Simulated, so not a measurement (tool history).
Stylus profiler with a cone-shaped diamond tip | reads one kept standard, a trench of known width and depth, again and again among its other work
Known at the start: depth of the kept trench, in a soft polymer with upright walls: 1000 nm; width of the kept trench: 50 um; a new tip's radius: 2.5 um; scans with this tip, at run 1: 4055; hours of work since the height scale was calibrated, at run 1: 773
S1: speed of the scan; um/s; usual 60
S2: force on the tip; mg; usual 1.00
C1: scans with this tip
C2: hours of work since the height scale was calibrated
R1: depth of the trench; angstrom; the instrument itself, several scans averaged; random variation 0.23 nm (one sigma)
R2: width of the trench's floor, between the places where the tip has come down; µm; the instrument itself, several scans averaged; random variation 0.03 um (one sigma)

run,hour,S1,S2,C1,C2,R1,R2
1,0.0,60,1.00,4055,773,10090.1,45.74
2,14.6,16,1.00,4103,782,10088.9,45.93
3,46.2,16,1.00,4209,803,10094.0,45.94
4,72.1,16,1.00,4296,819,10088.5,45.98
5,104.2,16,1.00,4403,840,10090.4,45.89
6,118.8,16,1.00,4452,849,10090.7,45.94
7,153.4,34,1.47,4567,871,10123.8,45.91
8,187.9,34,1.47,4683,893,10122.3,45.83
9,223.0,34,2.73,4800,915,10182.3,45.89
10,239.8,34,2.73,4856,926,10184.9,45.91

Run 11 comes next. What will it give?
11,261.9,190,0.69,4930,940,?,?

R1: 10069.5 angstrom
R2: 45.19 µm
Without the tool's hidden state the same run would have given R1 10069.4 angstrom, R2 45.20 µm.
